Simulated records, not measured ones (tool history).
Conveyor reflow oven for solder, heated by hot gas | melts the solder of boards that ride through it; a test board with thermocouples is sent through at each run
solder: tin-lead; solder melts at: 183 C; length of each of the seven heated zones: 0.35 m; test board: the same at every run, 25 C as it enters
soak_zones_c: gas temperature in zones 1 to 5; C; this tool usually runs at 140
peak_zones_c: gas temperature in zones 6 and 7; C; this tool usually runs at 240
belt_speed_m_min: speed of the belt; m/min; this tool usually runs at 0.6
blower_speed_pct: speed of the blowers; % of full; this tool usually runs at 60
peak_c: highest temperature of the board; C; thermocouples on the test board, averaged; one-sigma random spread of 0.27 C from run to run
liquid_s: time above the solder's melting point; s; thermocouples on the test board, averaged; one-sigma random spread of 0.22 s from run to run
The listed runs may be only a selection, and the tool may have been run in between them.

Run 1, hour 0: usual settings. Result: peak_c 214.7 C, liquid_s 49.7 s.
Run 2, hour 55.1: usual settings but soak_zones_c 143 C. Result: peak_c 215.3 C, liquid_s 51.5 s.
Run 3, hour 94.4: usual settings but soak_zones_c 143 C. Result: peak_c 214.9 C, liquid_s 51.4 s.
At hour 113.4: flux residue cleaned out of gas plates and filters.
Run 4, hour 132.2: usual settings but soak_zones_c 143 C. Result: peak_c 217.8 C, liquid_s 53.4 s.
Run 5, hour 181.7: usual settings. Result: peak_c 216.8 C, liquid_s 51.9 s.
At hour 188.7: belt drive overhauled, speed set with a stopwatch.
Run 6, hour 213: usual settings. Result: peak_c 216.8 C, liquid_s 52.2 s.
Run 7, hour 242.2: usual settings but soak_zones_c 130 C. Result: peak_c 214.6 C, liquid_s 47.4 s.
Run 8, hour 270.6: usual settings but soak_zones_c 130 C. Result: peak_c 214.6 C, liquid_s 47.5 s.
At hour 278: belt drive overhauled, speed set with a stopwatch, once more.
Run 9, hour 307.4: usual settings but soak_zones_c 130 C. Result: peak_c 213.6 C, liquid_s 45.6 s.
Run 10, hour 347.2: usual settings but soak_zones_c 130 C. Result: peak_c 213.3 C, liquid_s 45.7 s.
Run 11, hour 386.4: usual settings but soak_zones_c 130 C. Result: peak_c 212.7 C, liquid_s 45.8 s.
Run 12, hour 445.9: usual settings but soak_zones_c 129 C, peak_zones_c 232 C. Result: peak_c 206.5 C, liquid_s 38.5 s.
Run 13, hour 502.3: usual settings but peak_zones_c 238 C, belt_speed_m_min 0.693 m/min. Result: peak_c 207.3 C, liquid_s 36.5 s.
Run 14, hour 555.5: usual settings but peak_zones_c 238 C, belt_speed_m_min 0.693 m/min. Result: peak_c 207.3 C, liquid_s 36.3 s.
Run 15, hour 582: usual settings but soak_zones_c 129 C, peak_zones_c 248 C, belt_speed_m_min 0.519 m/min, blower_speed_pct 59 % of full. Result: peak_c 224.3 C, liquid_s 62.5 s.
Run 16, hour 612.8: usual settings but soak_zones_c 145 C, peak_zones_c 234 C, belt_speed_m_min 0.505 m/min, blower_speed_pct 59 % of full. Result: peak_c 215.9 C, liquid_s 64.1 s.

Consider 3 possible next runs. They are alternatives, not a sequence: every one starts from the tool as it was left by run 16. What does each give?
Run A, hour 641.4: usual settings but soak_zones_c 148 C. Result: peak_c ?, liquid_s ?.
Run B, hour 641.4: usual settings but soak_zones_c 145 C, peak_zones_c 234 C, belt_speed_m_min 0.526 m/min, blower_speed_pct 59 % of full. Result: peak_c ?, liquid_s ?.
Run C, hour 641.4: usual settings but peak_zones_c 230 C, belt_speed_m_min 0.503 m/min. Result: peak_c ?, liquid_s ?.

run  peak_c  liquid_s
  A   216.4      54.1
  B   214.4      60.4
  C   212.4      59.1
What these runs would have given with no unlogged condition in the tool:
run  peak_c  liquid_s
  A   218.9      55.9
  B   216.7      62.4
  C   214.7      61.4

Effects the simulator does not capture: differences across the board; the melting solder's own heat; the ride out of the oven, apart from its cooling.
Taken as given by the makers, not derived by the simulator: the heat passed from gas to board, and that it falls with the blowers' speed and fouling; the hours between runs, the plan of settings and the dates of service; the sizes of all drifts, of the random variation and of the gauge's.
